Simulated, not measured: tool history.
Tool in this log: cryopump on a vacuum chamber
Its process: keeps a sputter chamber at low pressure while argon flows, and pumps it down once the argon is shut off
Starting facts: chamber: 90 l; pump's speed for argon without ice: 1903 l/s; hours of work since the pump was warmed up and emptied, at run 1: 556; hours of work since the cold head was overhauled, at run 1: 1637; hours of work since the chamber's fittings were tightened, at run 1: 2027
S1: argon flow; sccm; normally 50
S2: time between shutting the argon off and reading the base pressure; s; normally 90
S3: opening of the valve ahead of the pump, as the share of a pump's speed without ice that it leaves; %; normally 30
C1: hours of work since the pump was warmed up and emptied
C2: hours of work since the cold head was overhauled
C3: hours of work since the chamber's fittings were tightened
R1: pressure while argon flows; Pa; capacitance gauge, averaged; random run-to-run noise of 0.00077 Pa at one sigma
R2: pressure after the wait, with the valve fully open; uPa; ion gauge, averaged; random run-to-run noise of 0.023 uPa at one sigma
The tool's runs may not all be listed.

| run | hour | S1 | S2 | S3 | C1 | C2 | C3 | R1 | R2 |
|---|---|---|---|---|---|---|---|---|---|
| 1 | 0.0 | 50 | 90 | 30 | 556 | 1637 | 2027 | 0.1579 | 1.08 |
| 2 | 42.2 | 22 | 90 | 30 | 590 | 1672 | 2061 | 0.0696 | 1.04 |
| 3 | 104.1 | 50 | 90 | 30 | 640 | 1722 | 2111 | 0.1589 | 1.07 |
| 4 | 161.9 | 50 | 90 | 47 | 687 | 1769 | 2158 | 0.1070 | 1.16 |
| 5 | 223.0 | 50 | 90 | 30 | 736 | 1818 | 2207 | 0.1613 | 1.15 |
| 6 | 261.4 | 50 | 90 | 30 | 767 | 1849 | 2238 | 0.1616 | 1.13 |
| 7 | 338.8 | 50 | 90 | 25 | 830 | 1912 | 2301 | 0.1954 | 1.22 |
| 8 | 395.6 | 30 | 90 | 25 | 876 | 1958 | 2347 | 0.1169 | 1.21 |
| 9 | 461.4 | 30 | 90 | 25 | 929 | 2011 | 2400 | 0.1173 | 1.24 |
| 10 | 513.5 | 30 | 90 | 25 | 972 | 2053 | 2443 | 0.1186 | 1.22 |
|  | 592.1 | pump warmed up, emptied and cooled again |
| 11 | 603.6 | 30 | 90 | 25 | 9 | 2122 | 2511 | 0.1088 | 1.04 |
| 12 | 669.6 | 50 | 90 | 30 | 63 | 2176 | 2565 | 0.1506 | 1.02 |
| 13 | 762.9 | 50 | 90 | 30 | 138 | 2251 | 2640 | 0.1513 | 1.09 |
| 14 | 837.4 | 50 | 90 | 53 | 199 | 2312 | 2701 | 0.0874 | 1.09 |
| 15 | 924.5 | 50 | 90 | 53 | 269 | 2382 | 2771 | 0.0882 | 1.08 |
| 16 | 988.7 | 50 | 90 | 53 | 321 | 2434 | 2823 | 0.0905 | 1.15 |
| 17 | 1051.3 | 50 | 90 | 51 | 372 | 2485 | 2874 | 0.0941 | 1.14 |
| 18 | 1103.7 | 50 | 248 | 30 | 414 | 2527 | 2917 | 0.1554 | 0.81 |
| 19 | 1155.2 | 28 | 294 | 55 | 456 | 2569 | 2958 | 0.0504 | 0.79 |
| 20 | 1199.2 | 50 | 43 | 26 | 492 | 2605 | 2994 | 0.1803 | 1.84 |
| 21 | 1266.3 | 50 | 43 | 26 | 546 | 2659 | 3048 | 0.1809 | 1.79 |
| 22 | 1359.2 | 50 | 163 | 17 | 621 | 2734 | 3124 | 0.2751 | 0.97 |
| 23 | 1430.0 | 50 | 163 | 17 | 679 | 2792 | 3181 | 0.2745 | 1.03 |
| 24 | 1498.6 | 50 | 163 | 24 | 734 | 2847 | 3236 | 0.1983 | 1.05 |
| 25 | 1573.1 | 50 | 163 | 24 | 795 | 2908 | 3297 | 0.2000 | 1.07 |
| 26 | 1613.9 | 50 | 20 | 29 | 828 | 2941 | 3330 | 0.1726 | 3.27 |
| 27 | 1682.3 | 50 | 20 | 29 | 883 | 2996 | 3385 | 0.1720 | 3.28 |
| 28 | 1776.6 | 83 | 142 | 28 | 960 | 3073 | 3462 | 0.2985 | 1.21 |

Branching from run 28: 4 alternative next runs. What would each branch give?
| A | 1835.1 | 92 | 41 | 30 | 1007 | 3120 | 3509 | ? | ? |
| B | 1835.1 | 50 | 157 | 17 | 1007 | 3120 | 3509 | ? | ? |
| C | 1835.1 | 35 | 71 | 17 | 1007 | 3120 | 3509 | ? | ? |
| D | 1835.1 | 41 | 142 | 28 | 1007 | 3120 | 3509 | ? | ? |

| run | R1 | R2 |
|---|---|---|
| A | 0.3149 | 2.19 |
| B | 0.2860 | 1.22 |
| C | 0.1988 | 1.60 |
| D | 0.1483 | 1.26 |
With the hidden condition removed and each run's random variation left untouched, the same runs would have given:
| run | R1 | R2 |
|---|---|---|
| A | 0.2722 | 1.42 |
| B | 0.2627 | 0.48 |
| C | 0.1826 | 0.85 |
| D | 0.1295 | 0.51 |

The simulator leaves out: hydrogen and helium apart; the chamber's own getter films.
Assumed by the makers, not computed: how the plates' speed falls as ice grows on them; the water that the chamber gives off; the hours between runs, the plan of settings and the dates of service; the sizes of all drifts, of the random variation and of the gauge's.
